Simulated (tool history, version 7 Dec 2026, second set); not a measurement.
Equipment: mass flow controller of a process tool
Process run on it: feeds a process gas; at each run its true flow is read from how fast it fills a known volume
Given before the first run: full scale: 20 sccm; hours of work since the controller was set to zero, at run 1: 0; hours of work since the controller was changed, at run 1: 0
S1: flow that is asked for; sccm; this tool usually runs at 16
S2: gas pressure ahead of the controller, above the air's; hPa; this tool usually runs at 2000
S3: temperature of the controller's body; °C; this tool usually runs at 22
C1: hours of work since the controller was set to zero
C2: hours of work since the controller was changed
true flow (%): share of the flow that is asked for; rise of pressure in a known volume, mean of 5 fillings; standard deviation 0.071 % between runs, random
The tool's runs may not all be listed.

{"run": 1, "hour": 0.0, "S1": 16, "S2": 2000, "S3": 22, "C1": 0, "C2": 0, "true flow (%)": 99.62}
{"run": 2, "hour": 561.7, "S1": 16, "S2": 1720, "S3": 22, "C1": 354, "C2": 354, "true flow (%)": 99.58}
{"run": 3, "hour": 956.4, "S1": 16, "S2": 1720, "S3": 31, "C1": 603, "C2": 603, "true flow (%)": 98.92}
{"run": 4, "hour": 1466.8, "S1": 16, "S2": 2000, "S3": 22, "C1": 925, "C2": 925, "true flow (%)": 99.55}
{"run": 5, "hour": 1868.1, "S1": 16, "S2": 2000, "S3": 22, "C1": 1179, "C2": 1179, "true flow (%)": 99.57}
{"run": 6, "hour": 2226.9, "S1": 16, "S2": 2000, "S3": 22, "C1": 1405, "C2": 1405, "true flow (%)": 99.58}
{"run": 7, "hour": 2653.2, "S1": 16, "S2": 2000, "S3": 22, "C1": 1674, "C2": 1674, "true flow (%)": 99.52}
{"run": 8, "hour": 3073.6, "S1": 16, "S2": 2000, "S3": 22, "C1": 1939, "C2": 1939, "true flow (%)": 99.61}
{"run": 9, "hour": 3309.2, "S1": 16, "S2": 1630, "S3": 22, "C1": 2088, "C2": 2088, "true flow (%)": 99.79}
{"run": 10, "hour": 3663.7, "S1": 16, "S2": 1630, "S3": 22, "C1": 2312, "C2": 2312, "true flow (%)": 99.69}
{"run": 11, "hour": 3983.7, "S1": 13, "S2": 1680, "S3": 27, "C1": 2514, "C2": 2514, "true flow (%)": 98.87}
{"run": 12, "hour": 4231.0, "S1": 16, "S2": 1930, "S3": 22, "C1": 2670, "C2": 2670, "true flow (%)": 99.6}

Run 13 is up next; what results do you expect?
{"run": 13, "hour": 4668.3, "S1": 16, "S2": 1930, "S3": 22, "C1": 2945, "C2": 2945, "true flow (%)": "?"}

true flow (%): 99.79
Minus the tool's unlogged condition, the same run would have read true flow (%) 100.06.

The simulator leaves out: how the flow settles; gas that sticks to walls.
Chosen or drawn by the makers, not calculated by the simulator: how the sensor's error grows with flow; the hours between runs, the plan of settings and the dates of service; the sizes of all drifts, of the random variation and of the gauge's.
